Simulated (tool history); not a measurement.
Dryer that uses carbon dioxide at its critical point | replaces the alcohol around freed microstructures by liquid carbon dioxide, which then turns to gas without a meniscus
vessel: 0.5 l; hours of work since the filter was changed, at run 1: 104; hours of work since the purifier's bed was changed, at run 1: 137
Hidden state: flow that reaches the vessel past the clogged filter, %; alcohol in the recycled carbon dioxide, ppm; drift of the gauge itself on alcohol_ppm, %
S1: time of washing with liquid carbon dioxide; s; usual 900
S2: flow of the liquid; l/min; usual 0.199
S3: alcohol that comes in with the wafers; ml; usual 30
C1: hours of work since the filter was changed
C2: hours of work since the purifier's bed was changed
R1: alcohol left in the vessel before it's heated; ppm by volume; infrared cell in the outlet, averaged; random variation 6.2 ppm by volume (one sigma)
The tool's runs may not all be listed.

| run | hour | S1 | S2 | S3 | C1 | C2 | R1 |
|---|---|---|---|---|---|---|---|
| 1 | 0 | 900 | 0.199 | 30 | 104 | 137 | 429 |
| 2 | 16.8 | 900 | 0.199 | 30 | 114 | 147 | 469 |
| 3 | 34.3 | 1080 | 0.199 | 30 | 125 | 158 | 201 |
| 4 | 49.8 | 900 | 0.176 | 30 | 134 | 167 | 826 |
| 5 | 77.8 | 900 | 0.176 | 30 | 151 | 184 | 895 |
| 6 | 99.1 | 900 | 0.176 | 28 | 163 | 196 | 881 |
| 7 | 126.8 | 900 | 0.176 | 28 | 180 | 213 | 918 |
| 8 | 143.6 | 900 | 0.176 | 101 | 190 | 223 | 3160 |
|  | 159.1 | inlet filter changed |
| 9 | 172.7 | 1200 | 0.199 | 30 | 8 | 240 | 135 |
| 10 | 195.6 | 1200 | 0.199 | 21 | 22 | 253 | 126 |
| 11 | 219.2 | 900 | 0.199 | 45 | 36 | 267 | 523 |
| 12 | 246.1 | 900 | 0.199 | 30 | 52 | 284 | 382 |
| 13 | 270.6 | 900 | 0.199 | 30 | 66 | 298 | 424 |
| 14 | 299.3 | 900 | 0.199 | 30 | 84 | 315 | 456 |
| 15 | 322.1 | 900 | 0.232 | 30 | 97 | 329 | 272 |
| 16 | 344 | 840 | 0.199 | 30 | 110 | 342 | 654 |
| 17 | 362.3 | 660 | 0.199 | 30 | 121 | 353 | 1632 |
| 18 | 387.8 | 840 | 0.199 | 30 | 136 | 368 | 702 |
| 19 | 404.9 | 900 | 0.2 | 30 | 147 | 378 | 570 |
| 20 | 427.5 | 900 | 0.2 | 30 | 160 | 392 | 596 |
| 21 | 454.2 | 900 | 0.2 | 30 | 176 | 408 | 624 |
| 22 | 472.3 | 900 | 0.199 | 30 | 187 | 418 | 669 |
|  | 492.9 | inlet filter changed |
| 23 | 498.3 | 900 | 0.199 | 30 | 3 | 433 | 428 |
| 24 | 518.1 | 900 | 0.199 | 30 | 15 | 445 | 429 |
| 25 | 536.6 | 900 | 0.199 | 30 | 26 | 456 | 437 |
| 26 | 549.3 | 660 | 0.181 | 41 | 34 | 464 | 2463 |
| 27 | 565 | 660 | 0.181 | 41 | 43 | 473 | 2581 |
| 28 | 593.7 | 660 | 0.181 | 41 | 60 | 490 | 2670 |
| 29 | 619 | 960 | 0.288 | 30 | 75 | 505 | 205 |
| 30 | 633.7 | 900 | 0.199 | 39 | 84 | 514 | 633 |
| 31 | 655.3 | 720 | 0.199 | 26 | 97 | 527 | 1110 |
| 32 | 676.8 | 660 | 0.185 | 110 | 110 | 540 | 7230 |
| 33 | 693.1 | 660 | 0.185 | 110 | 119 | 549 | 7459 |
| 34 | 717.5 | 660 | 0.185 | 110 | 134 | 564 | 7687 |
| 35 | 739.7 | 900 | 0.182 | 30 | 147 | 577 | 861 |
| 36 | 763.1 | 900 | 0.182 | 30 | 161 | 591 | 968 |
|  | 782 | purifier's bed changed |
| 37 | 789.2 | 1380 | 0.2 | 73 | 175 | 4 | 96 |
| 38 | 801.2 | 900 | 0.2 | 73 | 182 | 11 | 1228 |
| 39 | 814.8 | 660 | 0.175 | 57 | 190 | 20 | 5504 |
|  | 830.7 | inlet filter changed |
| 40 | 838.2 | 1140 | 0.199 | 73 | 4 | 33 | 168 |
| 41 | 853.3 | 720 | 0.199 | 73 | 13 | 42 | 1880 |
| 42 | 870.8 | 1320 | 0.31 | 30 | 24 | 52 | 26 |
| 43 | 891.2 | 900 | 0.278 | 28 | 36 | 64 | 62 |
| 44 | 907.9 | 900 | 0.278 | 28 | 46 | 74 | 68 |
| 45 | 920.8 | 900 | 0.278 | 28 | 54 | 82 | 71 |
| 46 | 938.6 | 900 | 0.278 | 28 | 64 | 93 | 61 |
| 47 | 964.4 | 900 | 0.278 | 28 | 80 | 108 | 90 |

4 ways to go on from here, each from the tool as it stands after run 47. What would each give?
| A | 987.9 | 660 | 0.278 | 28 | 94 | 122 | ? |
| B | 987.9 | 1260 | 0.183 | 30 | 94 | 122 | ? |
| C | 987.9 | 900 | 0.167 | 115 | 94 | 122 | ? |
| D | 987.9 | 660 | 0.143 | 47 | 94 | 122 | ? |

| run | R1 |
|---|---|
| A | 336 |
| B | 133 |
| C | 3441 |
| D | 6780 |
Without the tool's hidden state the same runs would have given:
| run | R1 |
|---|---|
| A | 193 |
| B | 52 |
| C | 2421 |
| D | 5453 |
